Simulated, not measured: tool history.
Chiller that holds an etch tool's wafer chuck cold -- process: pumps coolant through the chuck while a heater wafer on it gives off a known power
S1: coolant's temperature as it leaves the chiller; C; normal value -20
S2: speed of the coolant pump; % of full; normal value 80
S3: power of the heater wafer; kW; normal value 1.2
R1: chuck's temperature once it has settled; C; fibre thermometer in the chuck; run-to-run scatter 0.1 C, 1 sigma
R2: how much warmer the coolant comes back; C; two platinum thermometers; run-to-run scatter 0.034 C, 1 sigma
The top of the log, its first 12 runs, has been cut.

| run | hour | S1 | S2 | S3 | R1 | R2 |
|---|---|---|---|---|---|---|
| 13 | 1165 | -20 | 66 | 1.2 | -0.6 | 6.7 |
| 14 | 1225.7 | -20 | 66 | 1.2 | -0.4 | 6.67 |
| 15 | 1358.3 | -20 | 66 | 1.2 | -0.4 | 6.79 |
| 16 | 1449.3 | -20 | 66 | 1.2 | -0.4 | 6.81 |
|  | 1498.1 | chiller's thermometer calibrated |
| 17 | 1550.9 | -20 | 72 | 0.946 | -5.9 | 4.96 |
| 18 | 1644.9 | -20 | 72 | 1.714 | 6.4 | 9 |
| 19 | 1744.8 | -12 | 80 | 1.372 | 7.1 | 6.48 |
| 20 | 1807.6 | -29 | 89 | 0.982 | -16.5 | 4.18 |
|  | 1871.2 | chiller's thermometer calibrated, once more |
| 21 | 1941.2 | -14 | 62 | 1.648 | 15.9 | 10.12 |
| 22 | 2039.8 | -14 | 62 | 1.648 | 16.1 | 10.16 |
| 23 | 2126.8 | -14 | 61 | 1.727 | 17.9 | 10.86 |
| 24 | 2245.6 | -14 | 61 | 1.727 | 18.4 | 10.91 |
| 25 | 2378.4 | -20 | 82 | 1.216 | -2.1 | 5.75 |
| 26 | 2489.2 | -20 | 80 | 1.229 | -1.2 | 6 |
| 27 | 2608.4 | -20 | 80 | 1.229 | -1.2 | 6.04 |
| 28 | 2724.7 | -19 | 78 | 1.2 | -0.2 | 6.09 |
| 29 | 2811.2 | -22 | 80 | 0.933 | -7.6 | 4.56 |
| 30 | 2919.2 | -22 | 80 | 0.933 | -7.6 | 4.59 |
|  | 2935.4 | coolant changed, channels flushed |
| 31 | 3010.3 | -20 | 80 | 0.862 | -7.6 | 4.25 |
| 32 | 3069.7 | -20 | 80 | 0.862 | -7.5 | 4.28 |

4 options for the next run, each taken on its own from the tool as it stands now. Forecast them:
| A | 3190.4 | -20 | 62 | 0.79 | ? | ? |
| B | 3190.4 | -19 | 78 | 0.623 | ? | ? |
| C | 3190.4 | -22 | 76 | 0.997 | ? | ? |
| D | 3190.4 | -26 | 91 | 1.669 | ? | ? |

| run | R1 | R2 |
|---|---|---|
| A | -5.7 | 5.13 |
| B | -9.7 | 3.19 |
| C | -6.9 | 5.3 |
| D | -4.1 | 7.4 |
Had the tool no hidden state, the same runs would have come out as:
| run | R1 | R2 |
|---|---|---|
| A | -7.2 | 4.48 |
| B | -10.6 | 2.78 |
| C | -8.5 | 4.63 |
| D | -6.5 | 6.46 |
